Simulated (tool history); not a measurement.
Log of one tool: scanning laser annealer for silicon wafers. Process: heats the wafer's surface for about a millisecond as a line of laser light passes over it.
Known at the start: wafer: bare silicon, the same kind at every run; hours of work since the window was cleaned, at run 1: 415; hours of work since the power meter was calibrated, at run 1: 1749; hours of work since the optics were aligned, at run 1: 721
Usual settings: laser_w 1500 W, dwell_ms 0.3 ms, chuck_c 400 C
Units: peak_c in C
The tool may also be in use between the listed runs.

run    hour  laser_w  dwell_ms  chuck_c  hours of work since the window was cleaned  hours of work since the power meter was calibrated  hours of work since the optics were aligned  peak_c
  1       0     1500       0.3      400                                         415                                                1749                                          721    1166
  2    84.8     1500     0.277      400                                         461                                                1794                                          767    1140
      154.6  -- window over the wafer cleaned
  3   158.4     1500       0.3      400                                           2                                                1833                                          805    1152
  4   237.9     1500       0.3      400                                          45                                                1876                                          848    1152
  5   280.8     1500       0.3      400                                          68                                                1899                                          871    1150
  6   359.1     1500       0.3      400                                         110                                                1941                                          913    1152
  7   444.3     1500     0.268      400                                         156                                                1987                                          959    1112
  8   496.7     1500       0.3      400                                         184                                                2015                                          987    1149
  9   543.6     1500       0.3      400                                         209                                                2040                                         1012    1149
        564  -- window over the wafer cleaned, once more
 10   619.1     1500     0.211      400                                          30                                                2079                                         1052    1061
 11   668.3     1500     0.211      400                                          56                                                2106                                         1078    1061
 12   744.9     1500       0.3      365                                          97                                                2147                                         1119    1137
 13   819.9     1500       0.3      365                                         137                                                2187                                         1160    1132
 14   875.3     1500       0.3      365                                         167                                                2217                                         1190    1138
 15   924.2     1500       0.3      428                                         193                                                2243                                         1216    1193
 16   989.7     1500       0.3      400                                         229                                                2278                                         1251    1169
 17  1065.6     1500       0.3      400                                         269                                                2319                                         1292    1161
 18  1108.7     1500     0.295      400                                         293                                                2342                                         1315    1158
 19  1167.6     1500       0.3      365                                         324                                                2374                                         1347    1128
 20  1231.3     1278       0.3      400                                         359                                                2408                                         1381    1052
 21    1266     1433       0.3      400                                         377                                                2427                                         1399    1130
 22  1320.8     1433     0.225      406                                         407                                                2456                                         1429    1044
 23  1355.4     1433     0.225      406                                         425                                                2475                                         1447    1046
 24  1407.9     1357     0.359      400                                         453                                                2503                                         1476    1149
 25    1459     1495     0.238      395                                         481                                                2531                                         1503    1077
     1493.6  -- window over the wafer cleaned
 26  1500.4     1500       0.3      431                                           4                                                2552                                         1524    1204
 27  1556.1     1473       0.3      410                                          34                                                2582                                         1554    1168
 28    1621     1324       0.3      387                                          68                                                2616                                         1589    1069
 29  1704.5     1500     0.237      430                                         113                                                2661                                         1634    1121
     1750.6  -- optics aligned, line set to its width
 30  1785.4     1602     0.258      426                                         154                                                2702                                           19    1206
 31  1841.7     1370     0.234      424                                         184                                                2732                                           49    1062
 32  1883.5     1291     0.248      362                                         207                                                2755                                           71     984
 33  1924.6     1388     0.248      366                                         229                                                2777                                           93    1029
 34  1989.9     1388     0.248      366                                         264                                                2812                                          129    1031
 35  2069.9     1435     0.248      379                                         307                                                2855                                          171    1060
 36  2133.8     1435     0.248      379                                         341                                                2889                                          206    1060
 37  2189.4     1604     0.238      369                                         371                                                2919                                          236    1115
 38  2250.8     1604     0.238      369                                         404                                                2952                                          269    1113
 39  2285.9     1500       0.3      361                                         423                                                2971                                          288    1132

The same runs without the tool's hidden state, with the same run-to-run variation:
The hidden state here: light that passes the window, % of a clean one's; laser's true power over the reading, %; width of the line over the set one, %; drift of the gauge itself on peak_c, C.
run  peak_c
  1    1182
  2    1157
  3    1179
  4    1180
  5    1179
  6    1183
  7    1143
  8    1182
  9    1183
 10    1068
 11    1069
 12    1147
 13    1144
 14    1150
 15    1207
 16    1184
 17    1177
 18    1175
 19    1146
 20    1068
 21    1150
 22    1062
 23    1065
 24    1171
 25    1098
 26    1215
 27    1179
 28    1080
 29    1134
 30    1207
 31    1063
 32     986
 33    1032
 34    1035
 35    1065
 36    1066
 37    1123
 38    1122
 39    1142
